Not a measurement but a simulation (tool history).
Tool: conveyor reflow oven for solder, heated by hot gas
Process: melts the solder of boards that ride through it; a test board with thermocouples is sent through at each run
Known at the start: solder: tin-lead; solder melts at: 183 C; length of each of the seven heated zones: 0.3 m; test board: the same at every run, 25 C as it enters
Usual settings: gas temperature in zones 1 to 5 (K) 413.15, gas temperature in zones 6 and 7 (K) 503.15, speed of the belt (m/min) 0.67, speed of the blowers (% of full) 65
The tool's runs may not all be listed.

run     day  gas temperature in zones 1 to 5 (K)  gas temperature in zones 6 and 7 (K)  speed of the belt (m/min)  speed of the blowers (% of full)  highest temperature of the board (K)  time above the solder's melting point (s)
  1       0                               413.15                                503.15                       0.67                                65                                476.85                                       29.4
  2   1.292                               413.15                                503.15                       0.67                                66                                476.25                                       30.4
  3   2.446                               413.15                                503.15                       0.67                                66                                476.15                                       30.1
  4   3.238                               413.15                                503.15                       0.67                                66                                476.95                                       29.7
  5   3.908                               413.15                                503.15                       0.67                                66                                476.45                                       29.3
  6   5.362                               413.15                                503.15                       0.67                                66                                475.65                                       28.9
  7   6.938                               413.15                                503.15                       0.67                                69                                476.75                                       29.8
  8   8.358                               413.15                                503.15                       0.67                                69                                476.25                                       29.4
  9   9.821                               413.15                                503.15                       0.67                                69                                476.65                                       28.9
 10  10.538                               413.15                                503.15                       0.67                                69                                475.75                                       28.7
 11  11.446                               413.15                                503.15                       0.67                                69                                476.05                                       28.7
 12  12.562                               413.15                                503.15                      0.769                                65                                467.95                                       17.4
     12.842  -- flux residue cleaned out of gas plates and filters
 13  14.196                               399.15                                513.15                      0.628                                52                                474.05                                       24.7
 14   15.55                               418.15                                514.15                      0.628                                64                                485.35                                       40.2
 15  17.079                               418.15                                514.15                      0.628                                64                                484.85                                       40.6
 16  18.008                               415.15                                514.15                      0.628                                64                                484.45                                       38.3
 17  19.425                               411.15                                503.15                      0.554                                53                                475.25                                       32.9
 18  21.025                               411.15                                503.15                      0.554                                53                                474.05                                       32.1
 19  22.267                               411.15                                503.15                      0.554                                53                                474.45                                       32.7
     22.617  -- flux residue cleaned out of gas plates and filters, once more
 20  23.508                               400.15                                501.15                      0.778                                57                                461.25                                        6.1
 21  24.571                               426.15                                498.15                       0.67                                68                                475.95                                         34
 22  25.283                               406.15                                498.15                       0.67                                67                                470.55                                       22.1

3 ways to go on from here, each from the tool as it stands after run 22. What would each give?
  A  26.671                               413.15                                503.15                      0.782                                86                                     ?                                          ?
  B  26.671                               414.15                                498.15                      0.648                                81                                     ?                                          ?
  C  26.671                               410.15                                498.15                       0.67                                88                                     ?                                          ?

run  highest temperature of the board (K)  time above the solder's melting point (s)
  A                                476.25                                       26.3
  B                                478.15                                       33.1
  C                                478.15                                       30.7
Without the tool's hidden state the same runs would have given:
run  highest temperature of the board (K)  time above the solder's melting point (s)
  A                                479.85                                       28.8
  B                                481.75                                       35.9
  C                                481.85                                       33.5

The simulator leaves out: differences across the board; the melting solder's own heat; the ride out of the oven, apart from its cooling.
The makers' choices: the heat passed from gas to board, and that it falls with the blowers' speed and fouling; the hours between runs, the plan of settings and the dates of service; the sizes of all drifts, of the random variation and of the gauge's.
